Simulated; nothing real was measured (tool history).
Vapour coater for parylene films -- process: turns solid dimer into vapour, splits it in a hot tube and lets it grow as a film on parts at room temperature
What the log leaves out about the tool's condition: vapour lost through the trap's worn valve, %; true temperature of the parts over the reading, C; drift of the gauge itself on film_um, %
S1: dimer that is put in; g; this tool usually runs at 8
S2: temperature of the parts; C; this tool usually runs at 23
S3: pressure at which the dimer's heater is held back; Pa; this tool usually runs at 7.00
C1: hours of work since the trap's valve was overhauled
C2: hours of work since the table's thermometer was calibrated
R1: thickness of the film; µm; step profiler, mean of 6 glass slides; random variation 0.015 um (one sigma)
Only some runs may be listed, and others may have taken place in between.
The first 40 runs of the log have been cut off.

run,hour,S1,S2,S3,C1,C2,R1
41,1456.5,7,25,2.46,223,229,1.65
42,1501.7,3,23,7.00,247,252,0.61
43,1526.9,11,31,4.19,260,265,1.94
44,1560.1,4,17,4.19,277,283,1.08
45,1587.5,4,17,4.19,291,297,1.10
46,1626.0,8,20,4.73,311,317,1.93
47,1666.2,8,23,8.07,332,338,1.60
48,1713.0,9,33,2.23,356,362,1.62

Alternative continuations, all from the tool just after run 48; predict every row:
A,1750.1,8,23,4.55,376,381,?
B,1750.1,4,17,8.99,376,381,?
C,1750.1,6,33,2.23,376,381,?

run,R1
A,1.72
B,0.88
C,1.07
Had the tool no hidden state, the same runs would have come out as:
run,R1
A,1.96
B,1.02
C,1.23
